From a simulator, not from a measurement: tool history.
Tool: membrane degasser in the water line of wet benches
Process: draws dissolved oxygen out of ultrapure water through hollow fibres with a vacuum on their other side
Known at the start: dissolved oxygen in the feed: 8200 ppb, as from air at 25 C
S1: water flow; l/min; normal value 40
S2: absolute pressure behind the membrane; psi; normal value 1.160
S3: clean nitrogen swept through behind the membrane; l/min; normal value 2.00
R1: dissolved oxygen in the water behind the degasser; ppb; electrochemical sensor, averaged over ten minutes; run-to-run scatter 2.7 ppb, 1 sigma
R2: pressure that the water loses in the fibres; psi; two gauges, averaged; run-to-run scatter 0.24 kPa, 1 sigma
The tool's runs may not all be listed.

run 1 hour=0.0 | S1=40 S2=1.160 S3=2.00 | R1=356.4 R2=9.045
run 2 hour=53.3 | S1=40 S2=1.285 S3=2.00 | R1=389.4 R2=9.031
run 3 hour=100.0 | S1=40 S2=1.285 S3=2.00 | R1=396.3 R2=9.062
run 4 hour=179.3 | S1=40 S2=1.285 S3=2.00 | R1=395.4 R2=8.971
run 5 hour=258.4 | S1=40 S2=1.285 S3=2.00 | R1=393.6 R2=8.994
run 6 hour=332.1 | S1=40 S2=1.285 S3=2.00 | R1=395.4 R2=9.071
run 7 hour=403.3 | S1=40 S2=1.285 S3=2.00 | R1=387.5 R2=9.046
run 8 hour=468.4 | S1=40 S2=1.160 S3=1.03 | R1=512.7 R2=9.011
run 9 hour=527.3 | S1=40 S2=2.450 S3=2.00 | R1=712.3 R2=9.037
run 10 hour=585.2 | S1=40 S2=2.450 S3=2.00 | R1=726.1 R2=9.026
run 11 hour=640.3 | S1=40 S2=2.450 S3=2.00 | R1=719.9 R2=8.972
run 12 hour=713.4 | S1=35 S2=1.160 S3=2.00 | R1=308.8 R2=7.876
run 13 hour=775.3 | S1=35 S2=1.160 S3=2.00 | R1=305.3 R2=7.918
run 14 hour=821.5 | S1=52 S2=1.909 S3=3.36 | R1=560.9 R2=11.818
run 15 hour=914.4 | S1=43 S2=0.918 S3=3.91 | R1=254.7 R2=9.774
run 16 hour=993.2 | S1=44 S2=1.160 S3=3.56 | R1=319.7 R2=9.889
-- hour=1000.8 vacuum gauge calibrated
run 17 hour=1049.3 | S1=44 S2=1.160 S3=2.07 | R1=411.8 R2=9.986

Run 18 has not been measured yet. What should we expect?
run 18 hour=1119.7 | S1=39 S2=1.378 S3=1.88 | R1=? R2=?

R1: 432.9 ppb
R2: 8.910 psi
Take away the tool's hidden state, keep the run-to-run variation as it was, and the same run would have given R1 400.9 ppb, R2 8.681 psi.
